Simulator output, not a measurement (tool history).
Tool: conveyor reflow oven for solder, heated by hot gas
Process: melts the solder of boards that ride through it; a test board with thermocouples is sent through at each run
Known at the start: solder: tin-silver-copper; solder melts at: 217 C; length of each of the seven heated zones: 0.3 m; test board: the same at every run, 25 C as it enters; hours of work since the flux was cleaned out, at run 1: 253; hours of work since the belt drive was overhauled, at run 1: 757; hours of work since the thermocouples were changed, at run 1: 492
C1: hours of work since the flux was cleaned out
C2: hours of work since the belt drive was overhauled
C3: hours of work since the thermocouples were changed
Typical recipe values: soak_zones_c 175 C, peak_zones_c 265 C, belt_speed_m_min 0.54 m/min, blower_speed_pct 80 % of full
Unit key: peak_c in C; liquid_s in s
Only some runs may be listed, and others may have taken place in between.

{"run": 1, "day": 0.0, "soak_zones_c": 175, "peak_zones_c": 265, "belt_speed_m_min": 0.54, "blower_speed_pct": 80, "C1": 253, "C2": 757, "C3": 492, "peak_c": 247.3, "liquid_s": 47}
{"run": 2, "day": 2.725, "soak_zones_c": 175, "peak_zones_c": 265, "belt_speed_m_min": 0.54, "blower_speed_pct": 59, "C1": 295, "C2": 799, "C3": 534, "peak_c": 243.1, "liquid_s": 43.1}
{"day": 4.979, "done": "thermocouples of zones 6 and 7 changed"}
{"run": 3, "day": 5.596, "soak_zones_c": 175, "peak_zones_c": 265, "belt_speed_m_min": 0.457, "blower_speed_pct": 80, "C1": 339, "C2": 843, "C3": 10, "peak_c": 252.8, "liquid_s": 59.8}
{"run": 4, "day": 7.675, "soak_zones_c": 175, "peak_zones_c": 265, "belt_speed_m_min": 0.457, "blower_speed_pct": 80, "C1": 371, "C2": 875, "C3": 42, "peak_c": 252.9, "liquid_s": 61.4}
{"run": 5, "day": 10.733, "soak_zones_c": 175, "peak_zones_c": 265, "belt_speed_m_min": 0.457, "blower_speed_pct": 80, "C1": 419, "C2": 923, "C3": 90, "peak_c": 252.7, "liquid_s": 60}
{"run": 6, "day": 13.317, "soak_zones_c": 175, "peak_zones_c": 265, "belt_speed_m_min": 0.539, "blower_speed_pct": 80, "C1": 459, "C2": 963, "C3": 130, "peak_c": 247.4, "liquid_s": 48.6}
{"day": 13.775, "done": "flux residue cleaned out of gas plates and filters"}
{"run": 7, "day": 15.788, "soak_zones_c": 175, "peak_zones_c": 265, "belt_speed_m_min": 0.54, "blower_speed_pct": 87, "C1": 31, "C2": 998, "C3": 165, "peak_c": 248.6, "liquid_s": 49.1}
{"run": 8, "day": 17.896, "soak_zones_c": 175, "peak_zones_c": 265, "belt_speed_m_min": 0.54, "blower_speed_pct": 87, "C1": 64, "C2": 1031, "C3": 198, "peak_c": 249.4, "liquid_s": 49.1}
{"run": 9, "day": 20.917, "soak_zones_c": 175, "peak_zones_c": 265, "belt_speed_m_min": 0.54, "blower_speed_pct": 87, "C1": 111, "C2": 1078, "C3": 245, "peak_c": 249, "liquid_s": 48}
{"run": 10, "day": 23.962, "soak_zones_c": 166, "peak_zones_c": 265, "belt_speed_m_min": 0.54, "blower_speed_pct": 80, "C1": 159, "C2": 1125, "C3": 292, "peak_c": 247.2, "liquid_s": 43.1}
{"run": 11, "day": 26.446, "soak_zones_c": 160, "peak_zones_c": 265, "belt_speed_m_min": 0.54, "blower_speed_pct": 80, "C1": 197, "C2": 1164, "C3": 331, "peak_c": 245.4, "liquid_s": 40.8}
{"run": 12, "day": 28.242, "soak_zones_c": 175, "peak_zones_c": 265, "belt_speed_m_min": 0.54, "blower_speed_pct": 80, "C1": 225, "C2": 1192, "C3": 359, "peak_c": 248.1, "liquid_s": 46.5}
{"run": 13, "day": 30.317, "soak_zones_c": 175, "peak_zones_c": 265, "belt_speed_m_min": 0.54, "blower_speed_pct": 80, "C1": 258, "C2": 1224, "C3": 391, "peak_c": 248.1, "liquid_s": 46.4}
{"run": 14, "day": 31.667, "soak_zones_c": 175, "peak_zones_c": 265, "belt_speed_m_min": 0.54, "blower_speed_pct": 65, "C1": 279, "C2": 1245, "C3": 412, "peak_c": 245.3, "liquid_s": 44.3}
{"run": 15, "day": 34.45, "soak_zones_c": 177, "peak_zones_c": 265, "belt_speed_m_min": 0.54, "blower_speed_pct": 80, "C1": 322, "C2": 1289, "C3": 456, "peak_c": 248.9, "liquid_s": 48.6}
{"run": 16, "day": 37.388, "soak_zones_c": 164, "peak_zones_c": 265, "belt_speed_m_min": 0.54, "blower_speed_pct": 80, "C1": 368, "C2": 1334, "C3": 501, "peak_c": 246.2, "liquid_s": 42.5}
{"run": 17, "day": 39.238, "soak_zones_c": 164, "peak_zones_c": 265, "belt_speed_m_min": 0.54, "blower_speed_pct": 80, "C1": 396, "C2": 1363, "C3": 530, "peak_c": 245.9, "liquid_s": 41.8}
{"run": 18, "day": 40.971, "soak_zones_c": 183, "peak_zones_c": 267, "belt_speed_m_min": 0.431, "blower_speed_pct": 75, "C1": 423, "C2": 1390, "C3": 557, "peak_c": 256, "liquid_s": 68.7}
{"day": 41.725, "done": "thermocouples of zones 6 and 7 changed"}
{"day": 43.792, "done": "flux residue cleaned out of gas plates and filters"}
{"day": 44.104, "done": "belt drive overhauled, speed set with a stopwatch"}
{"run": 19, "day": 44.538, "soak_zones_c": 183, "peak_zones_c": 267, "belt_speed_m_min": 0.516, "blower_speed_pct": 62, "C1": 9, "C2": 7, "C3": 38, "peak_c": 249.7, "liquid_s": 52.8}
{"run": 20, "day": 46.225, "soak_zones_c": 183, "peak_zones_c": 267, "belt_speed_m_min": 0.516, "blower_speed_pct": 62, "C1": 35, "C2": 33, "C3": 64, "peak_c": 249.7, "liquid_s": 52}
{"run": 21, "day": 48.754, "soak_zones_c": 183, "peak_zones_c": 267, "belt_speed_m_min": 0.516, "blower_speed_pct": 65, "C1": 75, "C2": 72, "C3": 104, "peak_c": 250.4, "liquid_s": 53.5}
{"run": 22, "day": 50.783, "soak_zones_c": 183, "peak_zones_c": 267, "belt_speed_m_min": 0.516, "blower_speed_pct": 65, "C1": 106, "C2": 104, "C3": 135, "peak_c": 250.1, "liquid_s": 53.5}
{"run": 23, "day": 53.517, "soak_zones_c": 184, "peak_zones_c": 256, "belt_speed_m_min": 0.516, "blower_speed_pct": 65, "C1": 149, "C2": 147, "C3": 178, "peak_c": 241.5, "liquid_s": 47}
{"run": 24, "day": 54.983, "soak_zones_c": 175, "peak_zones_c": 265, "belt_speed_m_min": 0.434, "blower_speed_pct": 80, "C1": 172, "C2": 169, "C3": 201, "peak_c": 253.2, "liquid_s": 65.2}
{"run": 25, "day": 56.342, "soak_zones_c": 175, "peak_zones_c": 277, "belt_speed_m_min": 0.54, "blower_speed_pct": 80, "C1": 193, "C2": 191, "C3": 222, "peak_c": 258.9, "liquid_s": 53.3}
{"run": 26, "day": 59.454, "soak_zones_c": 175, "peak_zones_c": 277, "belt_speed_m_min": 0.54, "blower_speed_pct": 80, "C1": 241, "C2": 239, "C3": 270, "peak_c": 259.1, "liquid_s": 53.7}
{"run": 27, "day": 60.817, "soak_zones_c": 175, "peak_zones_c": 277, "belt_speed_m_min": 0.431, "blower_speed_pct": 56, "C1": 262, "C2": 260, "C3": 291, "peak_c": 261.7, "liquid_s": 68.3}
{"run": 28, "day": 63.296, "soak_zones_c": 175, "peak_zones_c": 277, "belt_speed_m_min": 0.431, "blower_speed_pct": 56, "C1": 301, "C2": 299, "C3": 330, "peak_c": 261.5, "liquid_s": 68.2}
{"run": 29, "day": 64.929, "soak_zones_c": 175, "peak_zones_c": 277, "belt_speed_m_min": 0.431, "blower_speed_pct": 56, "C1": 326, "C2": 324, "C3": 355, "peak_c": 260.2, "liquid_s": 68.1}

What if the next run were any one of these 5? Each begins from the tool's condition after run 29:
{"run": "A", "day": 67.338, "soak_zones_c": 180, "peak_zones_c": 277, "belt_speed_m_min": 0.431, "blower_speed_pct": 57, "C1": 364, "C2": 362, "C3": 393, "peak_c": "?", "liquid_s": "?"}
{"run": "B", "day": 67.338, "soak_zones_c": 182, "peak_zones_c": 275, "belt_speed_m_min": 0.431, "blower_speed_pct": 56, "C1": 364, "C2": 362, "C3": 393, "peak_c": "?", "liquid_s": "?"}
{"run": "C", "day": 67.338, "soak_zones_c": 166, "peak_zones_c": 269, "belt_speed_m_min": 0.431, "blower_speed_pct": 58, "C1": 364, "C2": 362, "C3": 393, "peak_c": "?", "liquid_s": "?"}
{"run": "D", "day": 67.338, "soak_zones_c": 162, "peak_zones_c": 265, "belt_speed_m_min": 0.54, "blower_speed_pct": 67, "C1": 364, "C2": 362, "C3": 393, "peak_c": "?", "liquid_s": "?"}
{"run": "E", "day": 67.338, "soak_zones_c": 175, "peak_zones_c": 261, "belt_speed_m_min": 0.54, "blower_speed_pct": 80, "C1": 364, "C2": 362, "C3": 393, "peak_c": "?", "liquid_s": "?"}

run=A peak_c=263.6 liquid_s=72.3
run=B peak_c=260.4 liquid_s=72
run=C peak_c=253 liquid_s=58.9
run=D peak_c=243 liquid_s=38.3
run=E peak_c=245.1 liquid_s=44.2
Stripped of hidden state, with their random variation kept, the same runs would have yielded:
run=A peak_c=263.8 liquid_s=72.4
run=B peak_c=260.6 liquid_s=72.1
run=C peak_c=253.2 liquid_s=59.1
run=D peak_c=243.2 liquid_s=38.5
run=E peak_c=245.3 liquid_s=44.4
